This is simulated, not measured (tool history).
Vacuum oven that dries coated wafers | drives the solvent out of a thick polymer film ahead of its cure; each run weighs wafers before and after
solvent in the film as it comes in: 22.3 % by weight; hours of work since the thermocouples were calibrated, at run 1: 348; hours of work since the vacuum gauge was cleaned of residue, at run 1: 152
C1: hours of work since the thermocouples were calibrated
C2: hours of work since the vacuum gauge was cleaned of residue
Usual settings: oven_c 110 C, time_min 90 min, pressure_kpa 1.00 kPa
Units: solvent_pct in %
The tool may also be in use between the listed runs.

{"run": 1, "hour": 0.0, "oven_c": 110, "time_min": 90, "pressure_kpa": 1.0, "C1": 348, "C2": 152, "solvent_pct": 2.92}
{"run": 2, "hour": 104.0, "oven_c": 110, "time_min": 90, "pressure_kpa": 2.3, "C1": 417, "C2": 220, "solvent_pct": 5.42}
{"run": 3, "hour": 162.5, "oven_c": 110, "time_min": 90, "pressure_kpa": 2.3, "C1": 455, "C2": 259, "solvent_pct": 5.38}
{"run": 4, "hour": 232.8, "oven_c": 110, "time_min": 90, "pressure_kpa": 2.3, "C1": 502, "C2": 306, "solvent_pct": 5.45}
{"run": 5, "hour": 308.9, "oven_c": 110, "time_min": 145, "pressure_kpa": 1.0, "C1": 552, "C2": 356, "solvent_pct": 2.48}
{"run": 6, "hour": 377.7, "oven_c": 110, "time_min": 90, "pressure_kpa": 1.0, "C1": 598, "C2": 402, "solvent_pct": 3.05}
{"run": 7, "hour": 481.4, "oven_c": 110, "time_min": 90, "pressure_kpa": 1.0, "C1": 667, "C2": 470, "solvent_pct": 3.11}
{"run": 8, "hour": 595.2, "oven_c": 114, "time_min": 90, "pressure_kpa": 1.0, "C1": 742, "C2": 546, "solvent_pct": 2.41}
{"run": 9, "hour": 643.3, "oven_c": 110, "time_min": 90, "pressure_kpa": 1.0, "C1": 774, "C2": 578, "solvent_pct": 3.15}
{"run": 10, "hour": 749.5, "oven_c": 110, "time_min": 90, "pressure_kpa": 1.0, "C1": 844, "C2": 648, "solvent_pct": 3.15}
{"run": 11, "hour": 805.7, "oven_c": 110, "time_min": 90, "pressure_kpa": 1.0, "C1": 881, "C2": 685, "solvent_pct": 3.28}
{"run": 12, "hour": 898.9, "oven_c": 109, "time_min": 90, "pressure_kpa": 1.0, "C1": 943, "C2": 747, "solvent_pct": 3.37}
{"run": 13, "hour": 984.1, "oven_c": 109, "time_min": 90, "pressure_kpa": 1.0, "C1": 1000, "C2": 803, "solvent_pct": 3.47}
{"run": 14, "hour": 1092.4, "oven_c": 109, "time_min": 90, "pressure_kpa": 1.0, "C1": 1071, "C2": 875, "solvent_pct": 3.55}
{"run": 15, "hour": 1191.9, "oven_c": 110, "time_min": 90, "pressure_kpa": 3.3, "C1": 1137, "C2": 941, "solvent_pct": 7.78}
{"run": 16, "hour": 1289.5, "oven_c": 110, "time_min": 55, "pressure_kpa": 1.0, "C1": 1202, "C2": 1006, "solvent_pct": 4.89}
{"run": 17, "hour": 1372.8, "oven_c": 110, "time_min": 55, "pressure_kpa": 1.0, "C1": 1257, "C2": 1061, "solvent_pct": 4.83}
{"run": 18, "hour": 1458.4, "oven_c": 110, "time_min": 90, "pressure_kpa": 1.0, "C1": 1314, "C2": 1118, "solvent_pct": 3.32}
{"hour": 1480.9, "done": "oven's thermocouples calibrated"}
{"run": 19, "hour": 1542.2, "oven_c": 110, "time_min": 90, "pressure_kpa": 1.0, "C1": 41, "C2": 1172, "solvent_pct": 3.9}
{"run": 20, "hour": 1592.4, "oven_c": 110, "time_min": 90, "pressure_kpa": 1.0, "C1": 74, "C2": 1205, "solvent_pct": 3.94}
{"run": 21, "hour": 1700.5, "oven_c": 110, "time_min": 90, "pressure_kpa": 1.0, "C1": 145, "C2": 1277, "solvent_pct": 4.03}
{"run": 22, "hour": 1802.3, "oven_c": 110, "time_min": 90, "pressure_kpa": 1.0, "C1": 213, "C2": 1344, "solvent_pct": 4.03}
{"run": 23, "hour": 1870.8, "oven_c": 110, "time_min": 130, "pressure_kpa": 1.0, "C1": 258, "C2": 1389, "solvent_pct": 3.62}
{"hour": 1930.9, "done": "vacuum gauge cleaned of residue and calibrated"}
{"run": 24, "hour": 1949.0, "oven_c": 110, "time_min": 130, "pressure_kpa": 2.63, "C1": 309, "C2": 12, "solvent_pct": 5.28}
{"run": 25, "hour": 2034.7, "oven_c": 110, "time_min": 130, "pressure_kpa": 2.63, "C1": 366, "C2": 69, "solvent_pct": 5.61}
{"run": 26, "hour": 2104.7, "oven_c": 103, "time_min": 90, "pressure_kpa": 1.76, "C1": 412, "C2": 115, "solvent_pct": 6.48}
{"run": 27, "hour": 2167.9, "oven_c": 101, "time_min": 62, "pressure_kpa": 1.76, "C1": 454, "C2": 157, "solvent_pct": 8.97}
{"run": 28, "hour": 2276.5, "oven_c": 101, "time_min": 46, "pressure_kpa": 1.76, "C1": 526, "C2": 229, "solvent_pct": 10.65}
{"run": 29, "hour": 2381.9, "oven_c": 101, "time_min": 46, "pressure_kpa": 1.76, "C1": 596, "C2": 299, "solvent_pct": 10.59}
{"run": 30, "hour": 2452.1, "oven_c": 101, "time_min": 46, "pressure_kpa": 1.76, "C1": 642, "C2": 345, "solvent_pct": 10.44}
{"run": 31, "hour": 2501.6, "oven_c": 101, "time_min": 105, "pressure_kpa": 1.76, "C1": 675, "C2": 378, "solvent_pct": 6.77}
{"run": 32, "hour": 2589.9, "oven_c": 114, "time_min": 78, "pressure_kpa": 0.88, "C1": 734, "C2": 436, "solvent_pct": 2.24}
{"run": 33, "hour": 2652.5, "oven_c": 119, "time_min": 107, "pressure_kpa": 1.08, "C1": 775, "C2": 478, "solvent_pct": 1.9}
{"run": 34, "hour": 2723.2, "oven_c": 118, "time_min": 107, "pressure_kpa": 0.83, "C1": 822, "C2": 525, "solvent_pct": 1.68}
{"run": 35, "hour": 2799.7, "oven_c": 118, "time_min": 107, "pressure_kpa": 0.83, "C1": 873, "C2": 575, "solvent_pct": 1.57}
{"run": 36, "hour": 2868.5, "oven_c": 100, "time_min": 48, "pressure_kpa": 0.98, "C1": 918, "C2": 621, "solvent_pct": 9.39}
{"run": 37, "hour": 2953.5, "oven_c": 100, "time_min": 120, "pressure_kpa": 0.71, "C1": 974, "C2": 677, "solvent_pct": 4.22}
{"run": 38, "hour": 3021.3, "oven_c": 102, "time_min": 88, "pressure_kpa": 1.9, "C1": 1019, "C2": 722, "solvent_pct": 7.38}
{"run": 39, "hour": 3102.9, "oven_c": 102, "time_min": 88, "pressure_kpa": 1.9, "C1": 1073, "C2": 776, "solvent_pct": 7.37}
{"run": 40, "hour": 3153.4, "oven_c": 102, "time_min": 157, "pressure_kpa": 1.06, "C1": 1107, "C2": 810, "solvent_pct": 4.01}
{"run": 41, "hour": 3216.4, "oven_c": 110, "time_min": 46, "pressure_kpa": 1.97, "C1": 1149, "C2": 851, "solvent_pct": 7.19}
{"run": 42, "hour": 3263.3, "oven_c": 110, "time_min": 46, "pressure_kpa": 1.97, "C1": 1180, "C2": 883, "solvent_pct": 6.98}
{"run": 43, "hour": 3367.9, "oven_c": 97, "time_min": 57, "pressure_kpa": 3.01, "C1": 1249, "C2": 952, "solvent_pct": 13.75}

4 ways to go on from here, each from the tool as it stands after run 43. What would each give?
{"run": "A", "hour": 3443.6, "oven_c": 105, "time_min": 57, "pressure_kpa": 1.18, "C1": 1299, "C2": 1002, "solvent_pct": "?"}
{"run": "B", "hour": 3443.6, "oven_c": 108, "time_min": 115, "pressure_kpa": 2.4, "C1": 1299, "C2": 1002, "solvent_pct": "?"}
{"run": "C", "hour": 3443.6, "oven_c": 98, "time_min": 57, "pressure_kpa": 0.67, "C1": 1299, "C2": 1002, "solvent_pct": "?"}
{"run": "D", "hour": 3443.6, "oven_c": 97, "time_min": 57, "pressure_kpa": 0.58, "C1": 1299, "C2": 1002, "solvent_pct": "?"}

run=A solvent_pct=6.75
run=B solvent_pct=6.07
run=C solvent_pct=8.85
run=D solvent_pct=9.15
Without the tool's hidden state the same runs would have given:
run=A solvent_pct=6.75
run=B solvent_pct=5.69
run=C solvent_pct=8.84
run=D solvent_pct=9.13
